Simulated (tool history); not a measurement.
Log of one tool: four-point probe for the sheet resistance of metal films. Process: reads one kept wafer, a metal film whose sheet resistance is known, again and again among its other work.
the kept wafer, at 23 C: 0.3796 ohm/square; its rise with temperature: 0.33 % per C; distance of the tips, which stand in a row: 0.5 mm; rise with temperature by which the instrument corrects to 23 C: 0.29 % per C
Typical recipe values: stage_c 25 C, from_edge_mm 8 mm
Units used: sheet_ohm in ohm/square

Run 1, hour 0.0: usual settings. Result: sheet_ohm 0.380655 ohm/square.
Run 2, hour 21.7: usual settings but stage_c 19 C. Result: sheet_ohm 0.379846 ohm/square.
Run 3, hour 39.9: usual settings but stage_c 23 C. Result: sheet_ohm 0.380584 ohm/square.
Run 4, hour 50.7: usual settings but stage_c 23 C. Result: sheet_ohm 0.380531 ohm/square.
Run 5, hour 62.8: usual settings. Result: sheet_ohm 0.380653 ohm/square.
Run 6, hour 73.3: usual settings but stage_c 24 C. Result: sheet_ohm 0.380534 ohm/square.
Run 7, hour 82.4: usual settings but stage_c 24 C, from_edge_mm 60 mm. Result: sheet_ohm 0.379836 ohm/square.
Run 8, hour 96.2: usual settings but stage_c 26 C, from_edge_mm 60 mm. Result: sheet_ohm 0.380108 ohm/square.
Run 9, hour 108.1: usual settings but stage_c 26 C, from_edge_mm 12 mm. Result: sheet_ohm 0.380391 ohm/square.
Run 10, hour 117.9: usual settings but stage_c 26 C, from_edge_mm 12 mm. Result: sheet_ohm 0.380403 ohm/square.
Run 11, hour 134.2: usual settings but stage_c 26 C, from_edge_mm 42 mm. Result: sheet_ohm 0.380105 ohm/square.
Run 12, hour 156.9: usual settings but stage_c 26 C, from_edge_mm 42 mm. Result: sheet_ohm 0.380031 ohm/square.
Run 13, hour 171.4: usual settings but from_edge_mm 61 mm. Result: sheet_ohm 0.380006 ohm/square.
Run 14, hour 184.8: usual settings but from_edge_mm 61 mm. Result: sheet_ohm 0.379896 ohm/square.
Run 15, hour 199.1: usual settings but stage_c 24 C, from_edge_mm 21 mm. Result: sheet_ohm 0.379900 ohm/square.

5 options for the next run, each taken on its own from the tool as it stands now. Forecast them:
Run A, hour 220.8: usual settings but stage_c 24 C, from_edge_mm 21 mm. Result: sheet_ohm ?.
Run B, hour 220.8: usual settings but from_edge_mm 21 mm. Result: sheet_ohm ?.
Run C, hour 220.8: usual settings but stage_c 27 C, from_edge_mm 34 mm. Result: sheet_ohm ?.
Run D, hour 220.8: usual settings but stage_c 22 C, from_edge_mm 16 mm. Result: sheet_ohm ?.
Run E, hour 220.8: usual settings but stage_c 20 C, from_edge_mm 5 mm. Result: sheet_ohm ?.

run  sheet_ohm
  A   0.380048
  B   0.379997
  C   0.380274
  D   0.379718
  E   0.381149
Take away the tool's hidden state, keep each run's random variation, and the runs would have read:
run  sheet_ohm
  A   0.380037
  B   0.379985
  C   0.380262
  D   0.379706
  E   0.381137
